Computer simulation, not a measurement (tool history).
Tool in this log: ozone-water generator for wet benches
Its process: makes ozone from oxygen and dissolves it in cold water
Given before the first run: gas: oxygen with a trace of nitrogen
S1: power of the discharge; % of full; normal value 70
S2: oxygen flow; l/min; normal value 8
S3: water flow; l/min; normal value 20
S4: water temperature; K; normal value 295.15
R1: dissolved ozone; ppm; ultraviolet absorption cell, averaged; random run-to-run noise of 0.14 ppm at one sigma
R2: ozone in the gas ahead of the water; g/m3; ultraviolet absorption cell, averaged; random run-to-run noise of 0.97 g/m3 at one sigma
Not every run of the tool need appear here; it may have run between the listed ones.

{"run": 1, "day": 0.0, "S1": 70, "S2": 8, "S3": 20, "S4": 295.15, "R1": 15.7, "R2": 162.7}
{"run": 2, "day": 1.912, "S1": 70, "S2": 8, "S3": 24, "S4": 295.15, "R1": 13.7, "R2": 162.6}
{"day": 2.229, "done": "water thermometer calibrated"}
{"run": 3, "day": 4.229, "S1": 83, "S2": 8, "S3": 20, "S4": 295.15, "R1": 18.4, "R2": 189.8}
{"run": 4, "day": 6.058, "S1": 83, "S2": 8, "S3": 20, "S4": 295.15, "R1": 18.4, "R2": 187.5}
{"run": 5, "day": 7.55, "S1": 83, "S2": 8, "S3": 20, "S4": 295.15, "R1": 18.5, "R2": 187.7}
{"run": 6, "day": 9.662, "S1": 70, "S2": 7.72, "S3": 20, "S4": 295.15, "R1": 15.8, "R2": 167}
{"run": 7, "day": 12.242, "S1": 70, "S2": 13.46, "S3": 20, "S4": 295.15, "R1": 13.4, "R2": 115.3}
{"run": 8, "day": 15.1, "S1": 70, "S2": 13.46, "S3": 23, "S4": 295.15, "R1": 12.1, "R2": 115.3}
{"run": 9, "day": 16.633, "S1": 70, "S2": 8, "S3": 20, "S4": 295.15, "R1": 15.7, "R2": 161.2}
{"run": 10, "day": 19.458, "S1": 70, "S2": 11.64, "S3": 20, "S4": 295.15, "R1": 14, "R2": 126.3}
{"run": 11, "day": 23.162, "S1": 70, "S2": 9.97, "S3": 20, "S4": 295.15, "R1": 14.6, "R2": 138.8}

Forecast run 12:
{"run": 12, "day": 26.792, "S1": 70, "S2": 8.18, "S3": 20, "S4": 295.15, "R1": "?", "R2": "?"}

R1: 15.6 ppm
R2: 157.8 g/m3
Had the tool carried no hidden state, the very same run would have given R1 16.9 ppm, R2 162.7 g/m3.

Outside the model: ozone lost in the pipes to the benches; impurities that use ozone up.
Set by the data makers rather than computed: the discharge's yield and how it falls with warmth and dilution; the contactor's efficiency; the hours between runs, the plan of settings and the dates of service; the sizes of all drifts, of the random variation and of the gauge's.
